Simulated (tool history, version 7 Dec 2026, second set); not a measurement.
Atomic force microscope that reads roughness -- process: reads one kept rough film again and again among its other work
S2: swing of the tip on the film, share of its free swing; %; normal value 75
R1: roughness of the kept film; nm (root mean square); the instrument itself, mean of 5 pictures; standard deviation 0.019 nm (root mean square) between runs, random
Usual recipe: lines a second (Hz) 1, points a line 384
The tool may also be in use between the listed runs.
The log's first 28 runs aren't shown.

run 29 hour=1465.8 | lines_a_second_(Hz)=3.79 S2=57 points_a_line=512 | R1=4.501
run 30 hour=1533.3 | lines_a_second_(Hz)=1.4 S2=58 points_a_line=420 | R1=4.715
run 31 hour=1567 | lines_a_second_(Hz)=1.4 S2=58 points_a_line=420 | R1=4.67
-- hour=1572.8 new tip fitted
run 32 hour=1636 | lines_a_second_(Hz)=1.31 S2=75 points_a_line=384 | R1=4.477
run 33 hour=1706.9 | lines_a_second_(Hz)=1 S2=83 points_a_line=770 | R1=4.424
run 34 hour=1748.6 | lines_a_second_(Hz)=0.74 S2=60 points_a_line=402 | R1=4.782
run 35 hour=1780.2 | lines_a_second_(Hz)=0.59 S2=57 points_a_line=384 | R1=4.797
-- hour=1805 new tip fitted
run 36 hour=1835.9 | lines_a_second_(Hz)=0.59 S2=57 points_a_line=384 | R1=4.775
run 37 hour=1906.8 | lines_a_second_(Hz)=0.59 S2=57 points_a_line=384 | R1=4.81
run 38 hour=1975 | lines_a_second_(Hz)=0.68 S2=57 points_a_line=384 | R1=4.777
run 39 hour=2029.3 | lines_a_second_(Hz)=1 S2=66 points_a_line=280 | R1=4.635
-- hour=2039.8 new tip fitted
run 40 hour=2075.1 | lines_a_second_(Hz)=1.71 S2=67 points_a_line=974 | R1=4.549
run 41 hour=2132.4 | lines_a_second_(Hz)=1 S2=75 points_a_line=885 | R1=4.592
run 42 hour=2163.4 | lines_a_second_(Hz)=0.84 S2=82 points_a_line=384 | R1=4.445
run 43 hour=2215.6 | lines_a_second_(Hz)=1 S2=75 points_a_line=567 | R1=4.573
-- hour=2242 height scale calibrated on a step standard
run 44 hour=2268.5 | lines_a_second_(Hz)=0.51 S2=79 points_a_line=611 | R1=4.66
-- hour=2275.4 new tip fitted
run 45 hour=2326.7 | lines_a_second_(Hz)=2.07 S2=70 points_a_line=833 | R1=4.402
run 46 hour=2389.4 | lines_a_second_(Hz)=1 S2=82 points_a_line=384 | R1=4.432
run 47 hour=2426 | lines_a_second_(Hz)=1 S2=82 points_a_line=384 | R1=4.435
run 48 hour=2477.6 | lines_a_second_(Hz)=2.04 S2=70 points_a_line=671 | R1=4.398
-- hour=2504.8 new tip fitted
run 49 hour=2545.1 | lines_a_second_(Hz)=1.41 S2=75 points_a_line=426 | R1=4.424

Here are 3 independent what-if runs from the current tool condition. What would each one return?
run A hour=2619.4 | lines_a_second_(Hz)=3.92 S2=80 points_a_line=676 | R1=?
run B hour=2619.4 | lines_a_second_(Hz)=1.41 S2=75 points_a_line=789 | R1=?
run C hour=2619.4 | lines_a_second_(Hz)=1 S2=61 points_a_line=384 | R1=?

run=A R1=3.58
run=B R1=4.426
run=C R1=4.735
Had the tool no hidden state, the same runs would have come out as:
run=A R1=3.586
run=B R1=4.433
run=C R1=4.743

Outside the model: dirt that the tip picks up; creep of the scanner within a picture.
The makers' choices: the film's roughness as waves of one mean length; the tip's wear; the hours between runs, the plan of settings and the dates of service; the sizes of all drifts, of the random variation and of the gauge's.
